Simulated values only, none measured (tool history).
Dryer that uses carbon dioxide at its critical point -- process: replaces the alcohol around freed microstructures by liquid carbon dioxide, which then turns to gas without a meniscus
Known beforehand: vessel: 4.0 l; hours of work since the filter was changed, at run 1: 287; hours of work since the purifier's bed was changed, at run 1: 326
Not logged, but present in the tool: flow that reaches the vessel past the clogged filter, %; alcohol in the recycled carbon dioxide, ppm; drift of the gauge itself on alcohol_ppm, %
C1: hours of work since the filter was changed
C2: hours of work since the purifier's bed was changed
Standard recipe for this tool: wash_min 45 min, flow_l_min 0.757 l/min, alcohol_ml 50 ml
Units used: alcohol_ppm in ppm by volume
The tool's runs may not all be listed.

Run 1, hour 0: usual settings; C1 287; C2 326. Result: alcohol_ppm 90 ppm by volume.
Run 2, hour 37.6: usual settings; C1 301; C2 340. Result: alcohol_ppm 91 ppm by volume.
Run 3, hour 74.6: usual settings; C1 315; C2 354. Result: alcohol_ppm 99 ppm by volume.
Run 4, hour 118.1: usual settings but wash_min 66 min; C1 332; C2 371. Result: alcohol_ppm 54 ppm by volume.
Run 5, hour 158.4: usual settings but wash_min 66 min; C1 348; C2 387. Result: alcohol_ppm 52 ppm by volume.
Run 6, hour 212.6: usual settings but wash_min 66 min; C1 369; C2 408. Result: alcohol_ppm 50 ppm by volume.
At hour 229.7: inlet filter changed.
Run 7, hour 241.3: usual settings; C1 5; C2 418. Result: alcohol_ppm 90 ppm by volume.
Run 8, hour 273: usual settings; C1 17; C2 431. Result: alcohol_ppm 81 ppm by volume.
Run 9, hour 301.3: usual settings; C1 28; C2 441. Result: alcohol_ppm 90 ppm by volume.
Run 10, hour 350.9: usual settings; C1 47; C2 461. Result: alcohol_ppm 93 ppm by volume.
Run 11, hour 400.1: usual settings but wash_min 49 min; C1 66; C2 480. Result: alcohol_ppm 85 ppm by volume.
Run 12, hour 457.7: usual settings but wash_min 49 min; C1 88; C2 502. Result: alcohol_ppm 88 ppm by volume.
Run 13, hour 510.7: usual settings but wash_min 49 min; C1 108; C2 522. Result: alcohol_ppm 83 ppm by volume.
Run 14, hour 563.5: usual settings but wash_min 38 min, flow_l_min 0.589 l/min, alcohol_ml 39 ml; C1 129; C2 543. Result: alcohol_ppm 284 ppm by volume.
Run 15, hour 594.2: usual settings but wash_min 29 min, flow_l_min 0.844 l/min, alcohol_ml 57 ml; C1 141; C2 554. Result: alcohol_ppm 297 ppm by volume.
Run 16, hour 638.2: usual settings but wash_min 29 min, flow_l_min 0.844 l/min, alcohol_ml 57 ml; C1 158; C2 571. Result: alcohol_ppm 309 ppm by volume.
Run 17, hour 668.5: usual settings but wash_min 68 min, flow_l_min 0.622 l/min, alcohol_ml 104 ml; C1 169; C2 583. Result: alcohol_ppm 84 ppm by volume.
Run 18, hour 710: usual settings but wash_min 68 min, flow_l_min 0.622 l/min, alcohol_ml 104 ml; C1 185; C2 599. Result: alcohol_ppm 102 ppm by volume.
Run 19, hour 748.3: usual settings but wash_min 40 min, flow_l_min 1.039 l/min, alcohol_ml 40 ml; C1 200; C2 614. Result: alcohol_ppm 85 ppm by volume.
Run 20, hour 784.8: usual settings but wash_min 50 min; C1 214; C2 628. Result: alcohol_ppm 104 ppm by volume.
Run 21, hour 814.5: usual settings but wash_min 54 min, flow_l_min 1.204 l/min; C1 226; C2 639. Result: alcohol_ppm 84 ppm by volume.
Run 22, hour 867.3: usual settings but wash_min 54 min, flow_l_min 0.835 l/min, alcohol_ml 75 ml; C1 246; C2 660. Result: alcohol_ppm 86 ppm by volume.
Run 23, hour 906.4: usual settings but flow_l_min 0.669 l/min, alcohol_ml 27 ml; C1 261; C2 675. Result: alcohol_ppm 134 ppm by volume.
Run 24, hour 944.8: usual settings but wash_min 67 min, flow_l_min 0.556 l/min, alcohol_ml 27 ml; C1 276; C2 690. Result: alcohol_ppm 103 ppm by volume.
Run 25, hour 970.2: usual settings but wash_min 67 min, flow_l_min 0.556 l/min, alcohol_ml 27 ml; C1 286; C2 699. Result: alcohol_ppm 99 ppm by volume.
Run 26, hour 1024.4: usual settings but wash_min 67 min, flow_l_min 0.556 l/min, alcohol_ml 27 ml; C1 306; C2 720. Result: alcohol_ppm 101 ppm by volume.

Branching from run 26: 4 alternative next runs. What would each branch give?
Run A, hour 1061.2: usual settings but wash_min 69 min, flow_l_min 0.941 l/min; C1 321; C2 734. Result: alcohol_ppm ?.
Run B, hour 1061.2: usual settings but flow_l_min 0.474 l/min; C1 321; C2 734. Result: alcohol_ppm ?.
Run C, hour 1061.2: usual settings but wash_min 59 min, flow_l_min 1.258 l/min, alcohol_ml 76 ml; C1 321; C2 734. Result: alcohol_ppm ?.
Run D, hour 1061.2: usual settings but wash_min 60 min, flow_l_min 0.648 l/min, alcohol_ml 101 ml; C1 321; C2 734. Result: alcohol_ppm ?.

run  alcohol_ppm
  A           94
  B          492
  C           92
  D          140
Without the tool's hidden state the same runs would have given:
run  alcohol_ppm
  A           11
  B          297
  C            8
  D           32
